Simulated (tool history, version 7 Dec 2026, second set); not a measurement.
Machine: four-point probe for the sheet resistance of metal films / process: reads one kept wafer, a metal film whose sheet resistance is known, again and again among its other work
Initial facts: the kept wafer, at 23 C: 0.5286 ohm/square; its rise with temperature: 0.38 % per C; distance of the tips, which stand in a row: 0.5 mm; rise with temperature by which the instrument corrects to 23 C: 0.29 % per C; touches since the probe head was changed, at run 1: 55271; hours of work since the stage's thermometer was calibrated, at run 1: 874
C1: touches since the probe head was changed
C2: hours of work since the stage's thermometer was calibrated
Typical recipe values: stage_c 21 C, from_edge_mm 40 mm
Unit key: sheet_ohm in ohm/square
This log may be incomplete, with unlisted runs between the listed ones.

Run 1, hour 0.0: usual settings; C1 55271; C2 874. Result: sheet_ohm 0.528076 ohm/square.
Run 2, hour 32.1: usual settings; C1 56747; C2 895. Result: sheet_ohm 0.527756 ohm/square.
Run 3, hour 53.4: usual settings; C1 57725; C2 909. Result: sheet_ohm 0.527832 ohm/square.
Run 4, hour 76.9: usual settings but stage_c 26 C; C1 58804; C2 924. Result: sheet_ohm 0.530380 ohm/square.
Run 5, hour 113.8: usual settings but stage_c 26 C; C1 60501; C2 947. Result: sheet_ohm 0.529980 ohm/square.
Run 6, hour 134.3: usual settings but from_edge_mm 48 mm; C1 61442; C2 961. Result: sheet_ohm 0.527503 ohm/square.
Run 7, hour 160.2: usual settings; C1 62630; C2 977. Result: sheet_ohm 0.527668 ohm/square.
Run 8, hour 187.5: usual settings; C1 63886; C2 995. Result: sheet_ohm 0.527660 ohm/square.
Run 9, hour 222.1: usual settings; C1 65474; C2 1017. Result: sheet_ohm 0.527381 ohm/square.
Run 10, hour 238.1: usual settings but from_edge_mm 13 mm; C1 66211; C2 1028. Result: sheet_ohm 0.527905 ohm/square.
Run 11, hour 256.2: usual settings but from_edge_mm 13 mm; C1 67042; C2 1039. Result: sheet_ohm 0.527770 ohm/square.
Run 12, hour 288.6: usual settings but from_edge_mm 13 mm; C1 68530; C2 1060. Result: sheet_ohm 0.527946 ohm/square.
Run 13, hour 324.2: usual settings but stage_c 18 C, from_edge_mm 30 mm; C1 70163; C2 1083. Result: sheet_ohm 0.526049 ohm/square.
Run 14, hour 352.9: usual settings but stage_c 20 C, from_edge_mm 16 mm; C1 71483; C2 1101. Result: sheet_ohm 0.526967 ohm/square.
Run 15, hour 376.8: usual settings but stage_c 30 C, from_edge_mm 65 mm; C1 72581; C2 1117. Result: sheet_ohm 0.531474 ohm/square.
Run 16, hour 396.8: usual settings but stage_c 30 C, from_edge_mm 5 mm; C1 73501; C2 1130. Result: sheet_ohm 0.534486 ohm/square.
Run 17, hour 418.5: usual settings but stage_c 23 C, from_edge_mm 14 mm; C1 74495; C2 1144. Result: sheet_ohm 0.528615 ohm/square.
Run 18, hour 441.6: usual settings but stage_c 30 C, from_edge_mm 4 mm; C1 75559; C2 1159. Result: sheet_ohm 0.535861 ohm/square.
Run 19, hour 458.5: usual settings but stage_c 30 C, from_edge_mm 4 mm; C1 76334; C2 1169. Result: sheet_ohm 0.535905 ohm/square.
Run 20, hour 476.8: usual settings but stage_c 28 C, from_edge_mm 6 mm; C1 77175; C2 1181. Result: sheet_ohm 0.532459 ohm/square.
Run 21, hour 503.3: usual settings but stage_c 22 C, from_edge_mm 6 mm; C1 78393; C2 1198. Result: sheet_ohm 0.529468 ohm/square.
Run 22, hour 522.9: usual settings but stage_c 33 C, from_edge_mm 7 mm; C1 79294; C2 1211. Result: sheet_ohm 0.533994 ohm/square.
Run 23, hour 558.9: usual settings but stage_c 33 C, from_edge_mm 7 mm; C1 80949; C2 1234. Result: sheet_ohm 0.533898 ohm/square.
Run 24, hour 592.5: usual settings but stage_c 31 C, from_edge_mm 10 mm; C1 82490; C2 1256. Result: sheet_ohm 0.532395 ohm/square.

How would selected steps in sheet_ohm from run to run divide? Give the signed amount a tool lacking its hidden state would still show from settings, what came in and random variation, and the signed amount left for the hidden state, including any gauge scatter that is not in both of the compared results.
Hidden state present: inner tips' distance over the nominal, %; tips' flats over new ones', %; wafer's true temperature over the reading, C; drift of the gauge itself on sheet_ohm, %.
Run 4 -> 5: no setting changed, nothing entered. sheet_ohm -0.000400 ohm/square: hidden state -0.000064, all else -0.000336.
Run 12 -> 13: stage_c 21 -> 18, from_edge_mm 13 -> 30. sheet_ohm -0.001897 ohm/square: hidden state -0.000069, all else -0.001828.
Run 16 -> 17: stage_c 30 -> 23, from_edge_mm 5 -> 14. sheet_ohm -0.005871 ohm/square: hidden state -0.000046, all else -0.005825.
Run 17 -> 18: stage_c 23 -> 30, from_edge_mm 14 -> 4. sheet_ohm +0.007246 ohm/square: hidden state -0.000028, all else +0.007274.

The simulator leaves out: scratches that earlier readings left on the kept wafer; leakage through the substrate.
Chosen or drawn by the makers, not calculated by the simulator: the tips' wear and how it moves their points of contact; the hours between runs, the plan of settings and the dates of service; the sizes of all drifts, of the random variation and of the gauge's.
